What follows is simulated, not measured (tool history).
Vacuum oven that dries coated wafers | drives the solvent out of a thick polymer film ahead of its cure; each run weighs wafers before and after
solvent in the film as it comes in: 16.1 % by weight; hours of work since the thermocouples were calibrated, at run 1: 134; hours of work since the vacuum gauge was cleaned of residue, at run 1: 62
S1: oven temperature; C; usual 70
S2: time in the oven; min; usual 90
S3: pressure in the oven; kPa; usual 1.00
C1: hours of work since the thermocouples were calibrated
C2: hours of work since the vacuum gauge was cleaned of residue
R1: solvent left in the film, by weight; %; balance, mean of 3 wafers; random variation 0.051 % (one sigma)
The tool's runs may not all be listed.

run	hour	S1	S2	S3	C1	C2	R1
1	0.0	70	90	1.00	134	62	1.22
2	125.6	70	90	1.00	220	147	1.17
3	177.6	70	90	1.04	255	183	1.32
4	299.9	70	90	1.04	338	266	1.36
5	427.7	70	90	1.04	425	353	1.38
6	537.7	70	90	1.00	500	428	1.40
7	663.4	84	90	1.00	586	513	0.37
8	754.1	84	45	1.00	647	575	0.87
9	839.2	84	45	1.00	705	633	0.93
10	949.5	84	45	1.00	780	708	0.97
# hour 1003.9: oven's thermocouples calibrated
11	1055.8	70	90	1.00	35	779	1.25
12	1123.0	70	90	1.00	81	825	1.22
13	1231.0	70	90	1.00	155	898	1.31
14	1319.6	58	90	1.62	215	958	4.61
15	1401.5	58	90	1.62	271	1014	4.70
16	1490.3	58	90	1.62	331	1075	4.92
17	1611.4	70	74	0.65	413	1157	1.82
18	1669.9	70	74	0.65	453	1197	1.77
19	1725.0	70	90	0.60	491	1234	1.21
20	1785.2	70	90	0.60	532	1275	1.31
21	1895.5	70	90	0.60	607	1350	1.25
22	2003.6	77	90	2.44	680	1424	1.36
23	2123.8	77	90	2.44	762	1506	1.31
# hour 2206.2: oven's thermocouples calibrated
24	2254.2	84	90	1.42	33	1593	0.45
25	2366.6	56	158	3.07	109	1670	4.55
26	2446.0	56	158	3.07	163	1724	4.64

3 ways to go on from here, each from the tool as it stands after run 26. What would each give?
A	2522.9	84	146	3.08	216	1776	?
B	2522.9	70	51	1.22	216	1776	?
C	2522.9	70	100	1.00	216	1776	?

run	R1
A	1.05
B	3.32
C	1.26
Without the tool's hidden state the same runs would have given:
run	R1
A	0.91
B	3.07
C	1.01
